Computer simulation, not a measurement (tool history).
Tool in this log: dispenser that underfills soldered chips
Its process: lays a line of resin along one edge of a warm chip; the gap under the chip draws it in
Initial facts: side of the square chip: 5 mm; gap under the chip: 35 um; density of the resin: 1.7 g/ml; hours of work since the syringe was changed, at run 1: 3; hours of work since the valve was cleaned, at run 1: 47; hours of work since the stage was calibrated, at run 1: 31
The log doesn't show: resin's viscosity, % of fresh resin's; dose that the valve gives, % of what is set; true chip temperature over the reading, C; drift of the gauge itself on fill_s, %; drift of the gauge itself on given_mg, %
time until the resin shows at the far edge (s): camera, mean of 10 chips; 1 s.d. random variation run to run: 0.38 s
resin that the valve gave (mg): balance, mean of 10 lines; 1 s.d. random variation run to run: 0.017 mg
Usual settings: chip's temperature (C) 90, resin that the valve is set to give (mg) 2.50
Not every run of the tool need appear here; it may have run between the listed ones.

| run | day | chip's temperature (C) | resin that the valve is set to give (mg) | hours of work since the syringe was changed | hours of work since the valve was cleaned | hours of work since the stage was calibrated | time until the resin shows at the far edge (s) | resin that the valve gave (mg) |
|---|---|---|---|---|---|---|---|---|
| 1 | 0.000 | 90 | 2.50 | 3 | 47 | 31 | 28.4 | 2.38 |
|  | 0.342 | new syringe of resin |
| 2 | 0.692 | 82 | 2.50 | 7 | 60 | 43 | 45.9 | 2.36 |
|  | 0.812 | new syringe of resin |
| 3 | 1.012 | 82 | 2.50 | 4 | 66 | 49 | 38.2 | 2.35 |
|  | 1.329 | new syringe of resin |
| 4 | 1.692 | 82 | 2.92 | 7 | 78 | 61 | 46.0 | 2.71 |
|  | 1.804 | new syringe of resin |
| 5 | 2.188 | 82 | 2.92 | 7 | 87 | 71 | 48.3 | 2.69 |
|  | 2.288 | new syringe of resin |
|  | 2.750 | new syringe of resin |
| 6 | 2.750 | 90 | 2.85 | 0 | 97 | 81 | 23.6 | 2.61 |
|  | 2.879 | dispensing valve cleaned and set on the balance |
|  | 3.275 | new syringe of resin |
| 7 | 3.483 | 90 | 2.85 | 4 | 11 | 93 | 31.3 | 2.84 |
|  | 3.779 | new syringe of resin |
| 8 | 4.021 | 90 | 2.58 | 5 | 21 | 103 | 30.1 | 2.53 |
|  | 4.288 | new syringe of resin |
| 9 | 4.483 | 90 | 2.58 | 4 | 29 | 111 | 29.8 | 2.54 |
|  | 4.767 | new syringe of resin |
| 10 | 4.900 | 90 | 2.58 | 3 | 37 | 119 | 28.0 | 2.46 |
|  | 5.267 | new syringe of resin |
| 11 | 5.321 | 90 | 2.58 | 1 | 44 | 127 | 25.1 | 2.45 |
|  | 5.750 | new syringe of resin |
| 12 | 5.917 | 90 | 2.50 | 3 | 55 | 137 | 29.0 | 2.37 |
|  | 6.242 | new syringe of resin |
| 13 | 6.367 | 90 | 2.50 | 2 | 64 | 146 | 28.9 | 2.37 |
|  | 6.717 | new syringe of resin |
| 14 | 7.033 | 90 | 2.50 | 6 | 76 | 158 | 33.7 | 2.33 |
|  | 7.217 | new syringe of resin |
|  | 7.688 | new syringe of resin |
| 15 | 7.738 | 90 | 2.50 | 1 | 88 | 171 | 25.0 | 2.30 |
|  | 8.183 | new syringe of resin |
| 16 | 8.258 | 85 | 2.50 | 1 | 98 | 180 | 31.7 | 2.27 |
|  | 8.329 | dispensing valve cleaned and set on the balance |
|  | 8.692 | new syringe of resin |
| 17 | 8.975 | 85 | 2.50 | 5 | 12 | 192 | 38.9 | 2.50 |
|  | 9.158 | new syringe of resin |
|  | 9.621 | new syringe of resin |
| 18 | 9.679 | 87 | 2.50 | 1 | 24 | 205 | 28.1 | 2.39 |
|  | 10.104 | new syringe of resin |
| 19 | 10.338 | 89 | 2.18 | 4 | 37 | 217 | 33.4 | 2.09 |
|  | 10.617 | new syringe of resin |
| 20 | 10.979 | 90 | 2.42 | 7 | 48 | 229 | 36.4 | 2.30 |
|  | 11.125 | new syringe of resin |
| 21 | 11.300 | 97 | 2.42 | 3 | 54 | 235 | 24.5 | 2.28 |
|  | 11.604 | new syringe of resin |
| 22 | 11.838 | 97 | 2.42 | 4 | 64 | 244 | 25.1 | 2.27 |
|  | 12.100 | new syringe of resin |
| 23 | 12.142 | 89 | 2.49 | 1 | 69 | 250 | 25.6 | 2.36 |
| 24 | 12.475 | 77 | 2.96 | 7 | 76 | 256 | 56.4 | 2.74 |
|  | 12.612 | new syringe of resin |
|  | 13.083 | new syringe of resin |
| 25 | 13.138 | 77 | 2.96 | 1 | 87 | 268 | 38.8 | 2.72 |
| 26 | 13.425 | 102 | 2.87 | 6 | 93 | 273 | 24.8 | 2.63 |
|  | 13.583 | new syringe of resin |
|  | 13.771 | dispensing valve cleaned and set on the balance |
| 27 | 13.821 | 91 | 2.37 | 4 | 1 | 280 | 28.3 | 2.38 |
|  | 14.138 | new syringe of resin |
| 28 | 14.150 | 97 | 2.46 | 0 | 7 | 286 | 20.5 | 2.42 |
|  | 14.608 | new syringe of resin |
| 29 | 14.692 | 80 | 2.16 | 2 | 17 | 296 | 36.6 | 2.13 |
|  | 15.092 | new syringe of resin |
| 30 | 15.154 | 94 | 2.51 | 1 | 25 | 304 | 23.1 | 2.45 |
|  | 15.579 | new syringe of resin |
| 31 | 15.654 | 94 | 2.51 | 1 | 34 | 313 | 23.4 | 2.42 |
|  | 16.046 | new syringe of resin |
| 32 | 16.258 | 90 | 2.51 | 4 | 45 | 324 | 30.8 | 2.42 |
|  | 16.558 | new syringe of resin |
| 33 | 16.675 | 76 | 2.27 | 2 | 53 | 332 | 46.0 | 2.15 |
|  | 17.033 | new syringe of resin |
| 34 | 17.096 | 76 | 2.27 | 1 | 60 | 339 | 43.0 | 2.14 |

Subtracting, for every run, the result it would have given without the tool's unlogged condition from the measured result gives the following. The same run-to-run variation enters both numbers; the gauge's scatter may not:
| run | time until the resin shows at the far edge (s) | resin that the valve gave (mg) |
|---|---|---|
| 1 | +5.8 | -0.11 |
| 2 | +16.2 | -0.13 |
| 3 | +8.7 | -0.15 |
| 4 | +16.2 | -0.20 |
| 5 | +18.5 | -0.23 |
| 6 | +0.4 | -0.25 |
| 7 | +7.2 | -0.04 |
| 8 | +7.9 | -0.05 |
| 9 | +6.8 | -0.07 |
| 10 | +4.7 | -0.09 |
| 11 | +2.0 | -0.11 |
| 12 | +6.0 | -0.12 |
| 13 | +5.3 | -0.15 |
| 14 | +11.4 | -0.17 |
| 15 | +2.5 | -0.20 |
| 16 | +4.5 | -0.23 |
| 17 | +12.2 | -0.02 |
| 18 | +2.8 | -0.06 |
| 19 | +8.7 | -0.08 |
| 20 | +13.7 | -0.11 |
| 21 | +5.3 | -0.13 |
| 22 | +6.8 | -0.14 |
| 23 | +2.1 | -0.16 |
| 24 | +21.6 | -0.20 |
| 25 | +4.4 | -0.24 |
| 26 | +9.3 | -0.25 |
| 27 | +6.6 | +0.00 |
| 28 | +1.4 | -0.02 |
| 29 | +5.0 | -0.04 |
| 30 | +2.9 | -0.06 |
| 31 | +2.7 | -0.08 |
| 32 | +8.6 | -0.10 |
| 33 | +9.3 | -0.11 |
| 34 | +5.9 | -0.13 |
